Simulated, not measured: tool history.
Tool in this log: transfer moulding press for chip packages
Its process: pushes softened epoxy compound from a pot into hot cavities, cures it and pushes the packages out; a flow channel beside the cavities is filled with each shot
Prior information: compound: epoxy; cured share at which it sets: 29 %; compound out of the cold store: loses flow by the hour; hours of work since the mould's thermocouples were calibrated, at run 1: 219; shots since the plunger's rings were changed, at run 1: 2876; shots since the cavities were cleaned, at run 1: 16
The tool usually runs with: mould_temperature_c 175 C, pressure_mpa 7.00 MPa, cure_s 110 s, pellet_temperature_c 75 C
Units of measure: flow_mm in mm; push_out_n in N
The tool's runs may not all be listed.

run,hour,mould_temperature_c,pressure_mpa,cure_s,pellet_temperature_c,hours of work since the mould's thermocouples were calibrated,shots since the plunger's rings were changed,shots since the cavities were cleaned,incoming compound's hours out of the cold store,flow_mm,push_out_n
1,0.0,175,7.00,110,75,219,2876,16,16.0,833,299
2,11.1,175,7.00,93,75,225,2974,114,32.4,751,407
3,17.5,175,7.00,93,75,228,3030,170,20.3,818,459
4,24.1,175,7.00,93,75,231,3088,228,13.0,868,483
5,31.7,175,7.00,93,75,235,3155,295,33.3,748,475
# hour 43.4: plunger's sealing rings changed
6,44.1,175,7.00,93,75,241,6,382,30.0,802,519
7,51.7,175,7.00,93,75,245,73,449,43.1,733,515
8,62.9,175,7.00,93,75,251,172,548,38.1,753,538
9,77.2,175,7.00,93,75,258,297,673,39.0,752,579
10,89.4,175,5.68,110,75,264,405,781,11.1,808,533
# hour 101.2: cavities cleaned with cleaning compound and waxed
11,104.6,175,7.00,110,75,272,526,30,10.9,905,311
12,117.6,175,7.00,110,75,278,640,144,44.6,722,342
# hour 120.4: mould's thermocouples calibrated
13,128.9,175,7.00,110,75,4,722,226,19.5,845,381
14,139.0,175,7.00,110,75,10,811,315,38.2,758,390
15,148.1,175,7.00,110,75,15,891,395,19.0,847,432
16,156.8,175,7.00,110,75,19,968,472,31.7,781,441
17,165.9,168,7.00,110,75,24,1048,552,16.2,885,697
# hour 174.8: mould's thermocouples calibrated, once more
18,175.1,168,7.48,122,69,0,1111,615,46.3,762,581
19,189.7,175,7.00,110,80,8,1240,744,42.5,725,505
20,202.6,175,7.00,110,80,15,1353,857,23.3,821,548
# hour 206.8: cavities cleaned with cleaning compound and waxed
21,217.6,175,7.00,110,66,22,1473,96,23.9,814,337
22,231.2,176,6.35,100,80,29,1592,215,43.9,678,376
23,240.6,176,6.35,100,80,34,1675,298,25.7,770,446
24,249.2,176,6.35,100,80,38,1751,374,28.8,749,455
25,259.1,180,7.00,110,75,44,1838,461,47.8,688,399
26,272.3,180,7.00,140,75,50,1954,577,12.1,860,398
27,285.1,178,7.14,99,67,57,2067,690,20.0,825,513
28,294.5,178,7.14,99,67,62,2149,772,41.3,722,504
29,302.5,178,6.15,109,67,66,2220,843,28.8,722,506

What differs in the tool's unlogged condition from the final listed run ahead of each entry between runs to the first listed run following it?
After run 5, before run 6: plunger's sealing rings changed (hour 43.4)
  true mould temperature over the reading, C: 0.21 -> 0.22; pressure that reaches the compound, % of what is set: 90.73 -> 99.72; grip of the stained cavities, % over clean ones': 37.7 -> 47.2
  measured minus no-state result, flow_mm: -38 -> -2 mm; push_out_n: +126 -> +162 N
After run 10, before run 11: cavities cleaned with cleaning compound and waxed (hour 101.2)
  true mould temperature over the reading, C: 0.25 -> 0.26; pressure that reaches the compound, % of what is set: 98.6 -> 98.26; grip of the stained cavities, % over clean ones': 78.6 -> 7.4
  measured minus no-state result, flow_mm: -6 -> -9 mm; push_out_n: +234 -> +18 N
After run 12, before run 13: mould's thermocouples calibrated (hour 120.4)
  true mould temperature over the reading, C: 0.27 -> 0.37; pressure that reaches the compound, % of what is set: 97.94 -> 97.71; grip of the stained cavities, % over clean ones': 22.3 -> 32.4
  measured minus no-state result, flow_mm: -9 -> -11 mm; push_out_n: +60 -> +90 N
After run 17, before run 18: mould's thermocouples calibrated, once more (hour 174.8)
  true mould temperature over the reading, C: 0.39 -> -0.49; pressure that reaches the compound, % of what is set: 96.84 -> 96.65; grip of the stained cavities, % over clean ones': 63.5 -> 68.2
  measured minus no-state result, flow_mm: -16 -> -11 mm; push_out_n: +260 -> +243 N
After run 20, before run 21: cavities cleaned with cleaning compound and waxed (hour 206.8)
  true mould temperature over the reading, C: -0.47 -> -0.46; pressure that reaches the compound, % of what is set: 96.02 -> 95.72; grip of the stained cavities, % over clean ones': 84.6 -> 14.5
  measured minus no-state result, flow_mm: -15 -> -16 mm; push_out_n: +256 -> +48 N
